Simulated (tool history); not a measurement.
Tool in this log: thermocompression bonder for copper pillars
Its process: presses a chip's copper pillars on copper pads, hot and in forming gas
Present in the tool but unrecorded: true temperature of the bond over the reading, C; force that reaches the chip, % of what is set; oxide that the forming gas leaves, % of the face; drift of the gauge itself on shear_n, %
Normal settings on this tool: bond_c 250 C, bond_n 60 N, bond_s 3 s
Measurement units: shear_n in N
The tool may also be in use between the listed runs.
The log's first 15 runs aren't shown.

run   hour  bond_c  bond_n  bond_s  hours of work since the heater was calibrated  hours of work since the force cell was calibrated  hours of work since the gas filter was changed  shear_n
 16  381.9     250      58       8                                            576                                                733                                              29    134.2
 17  403.2     250      58       8                                            590                                                747                                              44    133.8
 18  434.8     250      58       8                                            611                                                768                                              65    132.5
 19  451.8     250      60       3                                            623                                                780                                              76    112.8
 20  471.7     250      60       3                                            636                                                793                                              89    110.5
 21  503.3     250      60       3                                            657                                                814                                             111    111.0
 22  525.2     270      40       3                                            672                                                829                                             125    101.5
 23  549.9     270      40       3                                            688                                                845                                             142    102.1
 24  566.4     221      65       5                                            699                                                856                                             153     92.2
 25  595.5     268      37       5                                            719                                                876                                             172    108.5
 26  612.3     268      50       2                                            730                                                887                                             183    106.4
 27  629.0     268      50       2                                            741                                                898                                             195    105.9
 28  648.6     273      60       3                                            754                                                911                                             208    128.0
     652.9  -- heater calibrated with a thermocouple chip
 29  668.8     250      60       2                                             11                                                923                                             220     98.5
 30  688.1     250      60       2                                             24                                                936                                             233    101.0
     697.5  -- forming gas filter changed
     707.4  -- heater calibrated with a thermocouple chip, once more
 31  720.5     270      81       4                                              9                                                956                                              14    147.4
 32  736.8     263      60       3                                             20                                                967                                              25    123.1
 33  761.3     263      60       3                                             36                                                983                                              41    123.5
 34  783.5     263      60       3                                             51                                                998                                              56    120.4
 35  809.9     254      60       3                                             69                                               1016                                              74    110.4
 36  842.1     246      40       3                                             90                                               1038                                              95     69.2
 37  864.3     224      60       2                                            105                                               1052                                             110     61.4
 38  896.7     246      57       6                                            127                                               1074                                             132    112.1
 39  921.4     246      57       6                                            143                                               1091                                             148    112.8
 40  949.0     250      60       4                                            162                                               1109                                             167    109.0

Alternative continuations, all from the tool just after run 40; predict every row:
  A  967.6     250      60       6                                            174                                               1121                                             179        ?
  B  967.6     229      84       7                                            174                                               1121                                             179        ?
  C  967.6     250      36       2                                            174                                               1121                                             179        ?
  D  967.6     259      63       2                                            174                                               1121                                             179        ?

run  shear_n
  A    119.4
  B    123.5
  C     55.4
  D    107.4
Take away the tool's hidden state, keep each run's random variation, and the runs would have read:
run  shear_n
  A    123.4
  B    127.7
  C     54.9
  D    109.8
